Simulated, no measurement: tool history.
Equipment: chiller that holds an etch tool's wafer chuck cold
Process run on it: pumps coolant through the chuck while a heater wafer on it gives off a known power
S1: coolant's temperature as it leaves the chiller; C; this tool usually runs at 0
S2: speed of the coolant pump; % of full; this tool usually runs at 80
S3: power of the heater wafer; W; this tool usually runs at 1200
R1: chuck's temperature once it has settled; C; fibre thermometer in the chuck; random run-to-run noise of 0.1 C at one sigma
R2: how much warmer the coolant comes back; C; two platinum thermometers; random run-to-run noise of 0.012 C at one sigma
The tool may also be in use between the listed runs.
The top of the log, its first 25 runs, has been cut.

run 26 day=71.642 | S1=-4 S2=70 S3=918 | R1=10 R2=2.4
run 27 day=74.704 | S1=2 S2=87 S3=1200 | R1=17.2 R2=2.57
run 28 day=77.517 | S1=7 S2=80 S3=1264 | R1=24.3 R2=2.92
run 29 day=80.721 | S1=-3 S2=77 S3=1018 | R1=11.7 R2=2.44
run 30 day=83.146 | S1=0 S2=62 S3=1200 | R1=20.8 R2=3.6
run 31 day=85.975 | S1=-8 S2=80 S3=1485 | R1=12.7 R2=3.46
run 32 day=88.258 | S1=0 S2=90 S3=1397 | R1=17.6 R2=2.89
run 33 day=91.979 | S1=-4 S2=98 S3=1200 | R1=10 R2=2.29

Here are 3 independent what-if runs from the current tool condition. What would each one return?
run A day=94.392 | S1=4 S2=80 S3=1200 | R1=? R2=?
run B day=94.392 | S1=-7 S2=77 S3=1200 | R1=? R2=?
run C day=94.392 | S1=10 S2=66 S3=1200 | R1=? R2=?

run=A R1=20.8 R2=2.81
run=B R1=10.4 R2=2.92
run=C R1=29.9 R2=3.4
Without the tool's hidden state the same runs would have given:
run=A R1=16.7 R2=2.63
run=B R1=6.1 R2=2.73
run=C R1=24.9 R2=3.19
